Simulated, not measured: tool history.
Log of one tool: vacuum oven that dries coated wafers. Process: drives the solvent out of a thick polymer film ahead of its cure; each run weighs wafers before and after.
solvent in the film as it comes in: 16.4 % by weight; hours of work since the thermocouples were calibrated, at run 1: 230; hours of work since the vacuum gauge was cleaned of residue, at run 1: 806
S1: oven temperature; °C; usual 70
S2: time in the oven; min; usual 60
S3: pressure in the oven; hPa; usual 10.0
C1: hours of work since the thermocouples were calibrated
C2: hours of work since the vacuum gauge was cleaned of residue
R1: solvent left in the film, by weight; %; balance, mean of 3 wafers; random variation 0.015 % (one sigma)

run 1 hour=0.0 | S1=70 S2=60 S3=10.0 | C1=230 C2=806 | R1=1.35
run 2 hour=12.4 | S1=70 S2=60 S3=10.0 | C1=239 C2=815 | R1=1.35
run 3 hour=27.3 | S1=70 S2=60 S3=10.0 | C1=249 C2=825 | R1=1.37
run 4 hour=40.4 | S1=76 S2=60 S3=10.0 | C1=258 C2=834 | R1=0.71
run 5 hour=53.5 | S1=70 S2=35 S3=10.0 | C1=267 C2=843 | R1=3.06
run 6 hour=66.1 | S1=70 S2=60 S3=10.0 | C1=276 C2=852 | R1=1.35
run 7 hour=78.2 | S1=71 S2=60 S3=10.0 | C1=284 C2=861 | R1=1.21
run 8 hour=91.9 | S1=70 S2=60 S3=10.0 | C1=294 C2=870 | R1=1.36
run 9 hour=106.5 | S1=70 S2=60 S3=10.0 | C1=304 C2=880 | R1=1.35
run 10 hour=118.9 | S1=84 S2=60 S3=10.0 | C1=313 C2=889 | R1=0.36
run 11 hour=134.2 | S1=70 S2=60 S3=10.0 | C1=323 C2=900 | R1=1.34
run 12 hour=148.1 | S1=70 S2=60 S3=10.0 | C1=333 C2=909 | R1=1.37
run 13 hour=163.3 | S1=70 S2=60 S3=10.0 | C1=344 C2=920 | R1=1.36
run 14 hour=178.3 | S1=70 S2=60 S3=10.0 | C1=354 C2=930 | R1=1.34
run 15 hour=192.2 | S1=70 S2=60 S3=5.9 | C1=364 C2=940 | R1=1.12
run 16 hour=205.2 | S1=70 S2=60 S3=5.9 | C1=373 C2=949 | R1=1.17
run 17 hour=215.3 | S1=70 S2=60 S3=10.0 | C1=380 C2=956 | R1=1.37
run 18 hour=223.8 | S1=70 S2=60 S3=10.0 | C1=386 C2=962 | R1=1.33
run 19 hour=238.7 | S1=70 S2=60 S3=10.0 | C1=396 C2=972 | R1=1.37
run 20 hour=249.0 | S1=70 S2=60 S3=10.0 | C1=403 C2=979 | R1=1.35
run 21 hour=257.2 | S1=70 S2=60 S3=10.0 | C1=409 C2=985 | R1=1.34
run 22 hour=271.8 | S1=80 S2=60 S3=10.0 | C1=419 C2=995 | R1=0.49
run 23 hour=287.3 | S1=80 S2=60 S3=10.0 | C1=430 C2=1006 | R1=0.52
run 24 hour=294.3 | S1=57 S2=43 S3=31.0 | C1=435 C2=1011 | R1=7.30
run 25 hour=302.3 | S1=55 S2=68 S3=7.9 | C1=440 C2=1016 | R1=4.35
run 26 hour=315.2 | S1=69 S2=60 S3=13.5 | C1=449 C2=1025 | R1=1.70
run 27 hour=322.5 | S1=81 S2=60 S3=20.1 | C1=454 C2=1030 | R1=0.85
run 28 hour=335.8 | S1=57 S2=66 S3=34.1 | C1=463 C2=1040 | R1=5.87
run 29 hour=346.8 | S1=70 S2=69 S3=12.8 | C1=471 C2=1047 | R1=1.23
run 30 hour=354.8 | S1=70 S2=60 S3=10.0 | C1=477 C2=1053 | R1=1.34
run 31 hour=367.9 | S1=79 S2=49 S3=28.1 | C1=486 C2=1062 | R1=1.35
run 32 hour=374.8 | S1=70 S2=103 S3=6.1 | C1=491 C2=1067 | R1=0.51
run 33 hour=384.4 | S1=70 S2=103 S3=6.1 | C1=497 C2=1073 | R1=0.54
run 34 hour=395.2 | S1=70 S2=68 S3=10.0 | C1=505 C2=1081 | R1=1.12
run 35 hour=404.7 | S1=76 S2=53 S3=6.3 | C1=511 C2=1088 | R1=0.69
run 36 hour=415.3 | S1=76 S2=53 S3=6.3 | C1=519 C2=1095 | R1=0.68
run 37 hour=431.1 | S1=70 S2=101 S3=5.5 | C1=530 C2=1106 | R1=0.51
run 38 hour=442.5 | S1=84 S2=60 S3=5.6 | C1=538 C2=1114 | R1=0.25
run 39 hour=455.2 | S1=69 S2=60 S3=10.0 | C1=546 C2=1123 | R1=1.47
run 40 hour=462.3 | S1=69 S2=60 S3=10.0 | C1=551 C2=1128 | R1=1.48
run 41 hour=471.0 | S1=69 S2=60 S3=10.0 | C1=557 C2=1134 | R1=1.50
run 42 hour=484.4 | S1=69 S2=60 S3=10.0 | C1=567 C2=1143 | R1=1.47
run 43 hour=494.1 | S1=82 S2=41 S3=10.0 | C1=574 C2=1150 | R1=0.65
run 44 hour=503.2 | S1=76 S2=41 S3=5.9 | C1=580 C2=1156 | R1=1.09

Some steps in R1 between neighbouring runs. How much of each would the tool show without its hidden state too (settings, what came in, random variation), and how much is left for the hidden state, with any gauge scatter that isn't in both results?
The hidden state here: true wafer temperature over the reading, C; true pressure over the reading, kPa; drift of the gauge itself on solvent_pct, %.
Run 23 -> 24: S1 80 -> 57, S2 60 -> 43, S3 10.0 -> 31.0. R1 +6.78 %: hidden state -0.16, all else +6.94.
Run 27 -> 28: S1 81 -> 57, S2 60 -> 66, S3 20.1 -> 34.1. R1 +5.02 %: hidden state -0.13, all else +5.15.
Run 28 -> 29: S1 57 -> 70, S2 66 -> 69, S3 34.1 -> 12.8. R1 -4.64 %: hidden state +0.12, all else -4.76.

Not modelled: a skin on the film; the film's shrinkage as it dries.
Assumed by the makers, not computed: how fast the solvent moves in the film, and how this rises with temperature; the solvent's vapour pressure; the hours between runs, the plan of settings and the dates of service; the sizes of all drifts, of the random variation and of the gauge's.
